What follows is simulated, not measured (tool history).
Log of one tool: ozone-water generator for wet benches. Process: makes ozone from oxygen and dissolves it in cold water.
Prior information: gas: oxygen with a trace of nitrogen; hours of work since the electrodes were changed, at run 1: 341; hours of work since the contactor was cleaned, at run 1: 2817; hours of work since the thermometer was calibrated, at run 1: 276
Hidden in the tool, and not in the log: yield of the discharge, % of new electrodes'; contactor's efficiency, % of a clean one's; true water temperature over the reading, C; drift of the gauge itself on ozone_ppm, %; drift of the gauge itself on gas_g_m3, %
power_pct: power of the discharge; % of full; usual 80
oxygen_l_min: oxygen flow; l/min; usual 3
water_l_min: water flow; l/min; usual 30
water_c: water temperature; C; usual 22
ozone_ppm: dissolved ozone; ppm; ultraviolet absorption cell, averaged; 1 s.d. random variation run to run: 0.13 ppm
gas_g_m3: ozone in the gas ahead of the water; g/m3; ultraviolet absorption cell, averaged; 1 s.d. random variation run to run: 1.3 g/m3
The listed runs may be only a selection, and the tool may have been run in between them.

run    hour  power_pct  oxygen_l_min  water_l_min  water_c  hours of work since the electrodes were changed  hours of work since the contactor was cleaned  hours of work since the thermometer was calibrated  ozone_ppm  gas_g_m3
  1       0         80             3           30       22                                              341                                           2817                                                 276         12     237.8
  2    44.5         80             3           30       22                                              370                                           2846                                                 305       11.6     240.5
  3   101.3         80             3           30       22                                              407                                           2883                                                 343       11.8     239.2
  4   145.9         80             3           19       22                                              437                                           2913                                                 372       18.3       238
  5   214.6         80             3           19       22                                              482                                           2958                                                 417       18.2     236.8
  6   263.8         80             3           30       22                                              514                                           2990                                                 450       11.8     240.3
  7   304.1         80             3           30       22                                              541                                           3017                                                 476       11.8     239.5
  8     357         80             3           30       22                                              576                                           3052                                                 511       11.7     236.7
  9   398.9         80             3           30       22                                              603                                           3079                                                 539       11.7     238.5
 10   451.8         41             3           30       22                                              638                                           3114                                                 574          7     141.9
 11   507.6         80          2.59           30       22                                              675                                           3151                                                 610       11.1     248.6
 12   547.4         80          2.59           30       22                                              701                                           3177                                                 637       10.9     247.2
 13   580.3         80             4           30       22                                              723                                           3199                                                 658       13.2     218.9
 14   637.2         80             3           30       22                                              760                                           3236                                                 696       11.9     235.2
 15   694.8         80             3           24       22                                              798                                           3274                                                 734       14.3       238
 16   749.5         80             3           30       22                                              834                                           3310                                                 770       11.8     236.3
 17   827.5         80             3           32       22                                              885                                           3361                                                 821       10.9     237.8
 18   878.8         59          3.09           32       14                                              919                                           3395                                                 855        9.5       185
 19   915.3         68          3.78           30       22                                              943                                           3419                                                 879       11.3     193.9
 20   949.3         99          3.78           21       22                                              966                                           3442                                                 901       20.4     258.2
 21  1013.9         65          1.55           30       22                                             1008                                           3484                                                 944        7.1     244.1
 22  1050.1         65          1.55           30       22                                             1032                                           3508                                                 968        7.2     245.6
 23  1122.3         58             3           30       22                                             1079                                           3555                                                1015        9.2     185.1
 24  1185.7         71           1.9           30       22                                             1121                                           3597                                                1057        8.4     247.5
 25  1239.4         90          1.98           30       22                                             1157                                           3633                                                1092       10.5     293.2

Run 26 has not been measured yet. What should we expect?
 26  1303.2         90          4.58           33       22                                             1199                                           3675                                                1134          ?         ?

{"run 26": {"ozone_ppm": 13.6, "gas_g_m3": 228}}
With no hidden state in the tool, this same run would have given ozone_ppm 15 ppm, gas_g_m3 235.9 g/m3.
